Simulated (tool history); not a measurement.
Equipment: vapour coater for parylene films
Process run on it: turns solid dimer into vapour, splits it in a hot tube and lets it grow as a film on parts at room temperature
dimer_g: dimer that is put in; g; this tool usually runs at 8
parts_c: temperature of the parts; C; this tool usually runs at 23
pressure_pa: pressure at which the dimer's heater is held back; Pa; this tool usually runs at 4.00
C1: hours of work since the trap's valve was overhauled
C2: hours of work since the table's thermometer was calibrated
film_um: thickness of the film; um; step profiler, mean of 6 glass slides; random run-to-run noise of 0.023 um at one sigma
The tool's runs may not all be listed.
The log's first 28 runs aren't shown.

run 29 day=15.933 | dimer_g=4 parts_c=16 pressure_pa=2.24 | C1=157 C2=458 | film_um=0.96
run 30 day=16.596 | dimer_g=12 parts_c=26 pressure_pa=2.57 | C1=164 C2=465 | film_um=1.69
run 31 day=17.004 | dimer_g=12 parts_c=26 pressure_pa=2.57 | C1=169 C2=470 | film_um=1.73
run 32 day=17.692 | dimer_g=13 parts_c=23 pressure_pa=3.92 | C1=177 C2=478 | film_um=2.01
run 33 day=18.225 | dimer_g=3 parts_c=23 pressure_pa=9.56 | C1=183 C2=484 | film_um=0.39
run 34 day=18.654 | dimer_g=10 parts_c=16 pressure_pa=10.76 | C1=188 C2=489 | film_um=1.93
run 35 day=19.004 | dimer_g=10 parts_c=16 pressure_pa=10.76 | C1=192 C2=493 | film_um=1.93
run 36 day=19.496 | dimer_g=5 parts_c=31 pressure_pa=4.88 | C1=198 C2=499 | film_um=0.49
run 37 day=20.179 | dimer_g=5 parts_c=31 pressure_pa=4.88 | C1=206 C2=506 | film_um=0.48
run 38 day=20.862 | dimer_g=5 parts_c=31 pressure_pa=4.88 | C1=213 C2=514 | film_um=0.50
run 39 day=21.654 | dimer_g=5 parts_c=31 pressure_pa=4.88 | C1=223 C2=523 | film_um=0.52
run 40 day=22.229 | dimer_g=6 parts_c=31 pressure_pa=4.88 | C1=229 C2=530 | film_um=0.60
run 41 day=22.792 | dimer_g=10 parts_c=23 pressure_pa=4.00 | C1=236 C2=536 | film_um=1.48
run 42 day=23.183 | dimer_g=8 parts_c=22 pressure_pa=5.88 | C1=240 C2=541 | film_um=1.19
run 43 day=23.858 | dimer_g=7 parts_c=15 pressure_pa=2.02 | C1=248 C2=549 | film_um=1.73
run 44 day=24.471 | dimer_g=3 parts_c=18 pressure_pa=5.35 | C1=255 C2=556 | film_um=0.57
run 45 day=25.208 | dimer_g=3 parts_c=18 pressure_pa=5.35 | C1=263 C2=564 | film_um=0.54
-- day=25.579 trap's valve overhauled
run 46 day=26.125 | dimer_g=4 parts_c=16 pressure_pa=3.03 | C1=6 C2=573 | film_um=1.01
run 47 day=26.612 | dimer_g=4 parts_c=16 pressure_pa=3.03 | C1=12 C2=578 | film_um=1.00
run 48 day=26.988 | dimer_g=8 parts_c=23 pressure_pa=7.49 | C1=16 C2=583 | film_um=1.24

Consider 3 possible next runs. They are alternatives, not a sequence: every one starts from the tool as it was left by run 48. What does each give?
run A day=27.362 | dimer_g=11 parts_c=31 pressure_pa=4.07 | C1=20 C2=587 | film_um=?
run B day=27.362 | dimer_g=13 parts_c=34 pressure_pa=5.41 | C1=20 C2=587 | film_um=?
run C day=27.362 | dimer_g=8 parts_c=24 pressure_pa=4.00 | C1=20 C2=587 | film_um=?

run=A film_um=1.27
run=B film_um=1.22
run=C film_um=1.26
With no hidden state in the tool, these same runs would have given:
run=A film_um=1.26
run=B film_um=1.20
run=C film_um=1.25

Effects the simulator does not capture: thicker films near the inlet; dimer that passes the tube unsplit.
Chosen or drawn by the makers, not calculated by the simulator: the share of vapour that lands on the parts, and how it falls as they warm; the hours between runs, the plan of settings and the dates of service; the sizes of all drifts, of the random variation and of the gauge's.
